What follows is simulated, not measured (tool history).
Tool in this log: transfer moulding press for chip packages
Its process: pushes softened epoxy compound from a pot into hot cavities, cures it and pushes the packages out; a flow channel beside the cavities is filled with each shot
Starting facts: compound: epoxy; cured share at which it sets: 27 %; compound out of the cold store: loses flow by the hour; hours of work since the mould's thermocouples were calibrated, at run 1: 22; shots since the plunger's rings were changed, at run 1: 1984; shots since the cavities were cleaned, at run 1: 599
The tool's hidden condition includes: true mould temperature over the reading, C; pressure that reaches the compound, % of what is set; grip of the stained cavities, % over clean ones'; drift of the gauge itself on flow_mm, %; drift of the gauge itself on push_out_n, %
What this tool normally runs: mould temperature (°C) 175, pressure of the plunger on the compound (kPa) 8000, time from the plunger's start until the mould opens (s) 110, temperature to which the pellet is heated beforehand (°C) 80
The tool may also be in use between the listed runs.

run	hour	mould temperature (°C)	pressure of the plunger on the compound (kPa)	time from the plunger's start until the mould opens (s)	temperature to which the pellet is heated beforehand (°C)	hours of work since the mould's thermocouples were calibrated	shots since the plunger's rings were changed	shots since the cavities were cleaned	incoming compound's hours out of the cold store	length that the compound runs in the flow channel (mm)	greatest force on the pins that push the packages out (N)
1	0.0	175	8000	110	80	22	1984	599	40.8	685	844
2	4.6	175	7070	110	80	24	2027	642	26.1	670	816
3	9.3	175	7070	110	80	27	2071	686	45.0	636	825
# hour 15.1: cavities cleaned with cleaning compound and waxed
4	18.2	175	8000	93	80	32	2140	29	21.4	729	772
5	24.7	175	6740	110	80	35	2200	89	15.7	675	600
6	29.0	175	6740	110	80	38	2241	130	15.7	690	644
7	38.5	175	6740	110	80	43	2329	218	32.7	636	711
8	46.6	175	9510	110	80	48	2405	294	44.4	727	715
9	51.3	175	9510	110	80	51	2449	338	31.2	765	701
10	59.1	180	9510	110	80	56	2522	411	9.1	800	668
11	68.8	180	9510	110	80	61	2613	502	39.2	724	694
12	75.6	175	8000	123	80	65	2676	565	43.3	669	699
13	85.0	175	8000	123	80	71	2763	652	33.8	692	700
# hour 91.4: plunger's sealing rings changed
14	94.5	175	8000	110	80	75	29	718	39.0	703	841
# hour 96.8: cavities cleaned with cleaning compound and waxed
15	105.7	175	7580	110	80	81	120	84	31.4	698	624
16	112.5	175	7580	122	77	85	183	147	41.2	680	583
17	116.6	175	8780	129	77	87	221	185	22.9	781	586
18	124.2	175	8000	107	80	91	292	256	8.4	777	764
19	130.7	167	9330	137	80	95	353	317	10.3	871	811
20	138.6	167	9330	139	88	100	426	390	42.2	763	803
21	147.3	167	9330	139	88	105	508	472	27.1	816	821
22	152.7	167	9330	139	88	108	558	522	20.5	837	838
23	161.0	168	9250	139	88	113	636	600	9.9	852	815
24	170.1	175	8000	112	80	118	721	685	47.4	679	809
# hour 176.6: cavities cleaned with cleaning compound and waxed
25	180.6	175	8000	112	80	124	804	37	22.3	739	535
26	185.2	180	8000	124	83	126	847	80	41.5	677	495
27	193.1	180	8000	124	83	131	921	154	12.9	749	520
28	201.8	169	6990	119	71	136	1002	235	17.2	724	875
29	211.0	175	8000	131	80	141	1088	321	35.6	697	599

Here are 3 independent what-if runs from the current tool condition. What would each one return?
A	218.8	175	8000	92	80	146	1161	394	29.3	?	?
B	218.8	174	9740	110	80	146	1161	394	11.5	?	?
C	218.8	175	7570	92	85	146	1161	394	42.8	?	?

run	length that the compound runs in the flow channel (mm)	greatest force on the pins that push the packages out (N)
A	716	1059
B	847	837
C	669	979
Without the tool's hidden state the same runs would have given:
run	length that the compound runs in the flow channel (mm)	greatest force on the pins that push the packages out (N)
A	728	742
B	861	587
C	680	683
